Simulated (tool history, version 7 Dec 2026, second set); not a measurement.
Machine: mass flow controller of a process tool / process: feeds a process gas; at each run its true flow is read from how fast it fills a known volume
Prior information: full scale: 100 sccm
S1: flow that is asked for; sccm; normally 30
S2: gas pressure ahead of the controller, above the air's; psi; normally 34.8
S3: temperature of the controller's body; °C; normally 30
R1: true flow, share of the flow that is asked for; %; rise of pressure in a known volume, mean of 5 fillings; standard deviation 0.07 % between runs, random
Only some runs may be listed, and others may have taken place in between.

{"run": 1, "day": 0.0, "S1": 30, "S2": 34.8, "S3": 30, "R1": 96.05}
{"run": 2, "day": 6.65, "S1": 30, "S2": 34.8, "S3": 30, "R1": 95.93}
{"run": 3, "day": 10.671, "S1": 30, "S2": 34.8, "S3": 21, "R1": 97.05}
{"run": 4, "day": 17.546, "S1": 30, "S2": 34.8, "S3": 30, "R1": 95.96}
{"run": 5, "day": 21.817, "S1": 30, "S2": 34.8, "S3": 30, "R1": 95.89}
{"day": 22.417, "done": "controller's zero set anew"}
{"run": 6, "day": 28.292, "S1": 30, "S2": 34.8, "S3": 30, "R1": 95.56}
{"run": 7, "day": 35.325, "S1": 30, "S2": 34.8, "S3": 30, "R1": 95.5}
{"run": 8, "day": 42.233, "S1": 30, "S2": 34.8, "S3": 30, "R1": 95.3}
{"run": 9, "day": 50.496, "S1": 30, "S2": 34.8, "S3": 30, "R1": 95.27}
{"run": 10, "day": 57.321, "S1": 30, "S2": 28.9, "S3": 28, "R1": 95.31}
{"run": 11, "day": 62.538, "S1": 30, "S2": 23.1, "S3": 28, "R1": 94.98}
{"run": 12, "day": 70.604, "S1": 11, "S2": 29.7, "S3": 33, "R1": 90.08}
{"day": 71.146, "done": "controller's zero set anew, once more"}
{"run": 13, "day": 78.896, "S1": 86, "S2": 34.8, "S3": 30, "R1": 98.82}
{"run": 14, "day": 86.546, "S1": 11, "S2": 34.8, "S3": 36, "R1": 95.35}
{"run": 15, "day": 92.904, "S1": 53, "S2": 24.4, "S3": 29, "R1": 97.44}
{"run": 16, "day": 97.8, "S1": 56, "S2": 27.8, "S3": 22, "R1": 98.53}
{"run": 17, "day": 105.862, "S1": 78, "S2": 32.9, "S3": 30, "R1": 98.18}

Some steps in R1 between neighbouring runs. How much of each would the tool show without its hidden state too (settings, what came in, random variation), and how much is left for the hidden state, with any gauge scatter that isn't in both results?
Hidden state at play: flow at rest that the sensor doesn't see, % of full scale; true flow over the shown one, %; drift of the gauge itself on true_pct, %.
Run 12 -> 13: S1 11 -> 86, S2 29.7 -> 34.8, S3 33 -> 30, controller's zero set anew, once more. R1 +8.74 %: hidden state +6.16, all else +2.58.
